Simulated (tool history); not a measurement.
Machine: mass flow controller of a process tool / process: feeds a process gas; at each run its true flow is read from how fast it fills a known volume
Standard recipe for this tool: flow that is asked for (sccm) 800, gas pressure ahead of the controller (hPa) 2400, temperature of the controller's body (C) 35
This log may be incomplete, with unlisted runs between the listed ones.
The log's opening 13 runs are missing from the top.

run     hour  flow that is asked for (sccm)  gas pressure ahead of the controller (hPa)  temperature of the controller's body (C)  hours of work since the controller was set to zero  hours of work since the controller was changed  true flow (%)
 14   4052.4                            800                                        2400                                        35                                                6323                                            6323          101.9
      4398.2  -- controller exchanged for a calibrated one
 15   4398.2                            800                                        2400                                        35                                                   0                                               0          99.99
 16   4587.2                            800                                        2400                                        35                                                 116                                             116          99.98
 17   4906.7                            800                                        2400                                        35                                                 312                                             312          99.95
 18   5178.3                            155                                        2400                                        35                                                 479                                             479          98.22
 19   5442.2                            155                                        2400                                        35                                                 641                                             641          98.03
 20   5811.7                            155                                        2400                                        35                                                 868                                             868          97.87
 21   6074.5                            155                                        2400                                        35                                                1029                                            1029          98.02
      6107.1  -- controller's zero set anew
 22     6406                            155                                        2400                                        35                                                 183                                            1232          97.61
 23     6693                            125                                        2400                                        27                                                 360                                            1408          96.69
 24   7092.6                            125                                        2400                                        27                                                 605                                            1654           96.7
 25   7401.9                            125                                        2400                                        27                                                 795                                            1844          96.63
 26   7799.7                            338                                        1610                                        33                                                1039                                            2088          98.16
      7981.5  -- controller's zero set anew, once more
 27   7986.4                            479                                        1610                                        31                                                   3                                            2202          99.24
 28   8361.4                            800                                        1990                                        35                                                 233                                            2432         100.46
 29   8680.1                            164                                        1990                                        29                                                 429                                            2628          98.45
 30   9027.5                            300                                        1740                                        35                                                 642                                            2841          98.92
 31   9434.7                            204                                        1520                                        35                                                 892                                            3091          98.41
 32     9739                            800                                        1650                                        28                                                1079                                            3278         100.19
 33  10109.9                            800                                        1650                                        28                                                1307                                            3506         100.16
 34  10296.5                            800                                        2270                                        23                                                1421                                            3620         100.24
 35  10543.7                            522                                        2610                                        30                                                1573                                            3772         100.29
 36  10804.5                            800                                        2400                                        20                                                1733                                            3932         100.42

Forecast each of these 3 alternatives for the next run:
  A  11240.2                            148                                        2340                                        22                                                2000                                            4199              ?
  B  11240.2                            800                                        2140                                        35                                                2000                                            4199              ?
  C  11240.2                            493                                        1410                                        23                                                2000                                            4199              ?

run  true flow (%)
  A          97.79
  B         100.86
  C           98.9
Without the tool's unlogged condition, the same runs would have read:
run  true flow (%)
  A          98.05
  B          99.97
  C          98.17
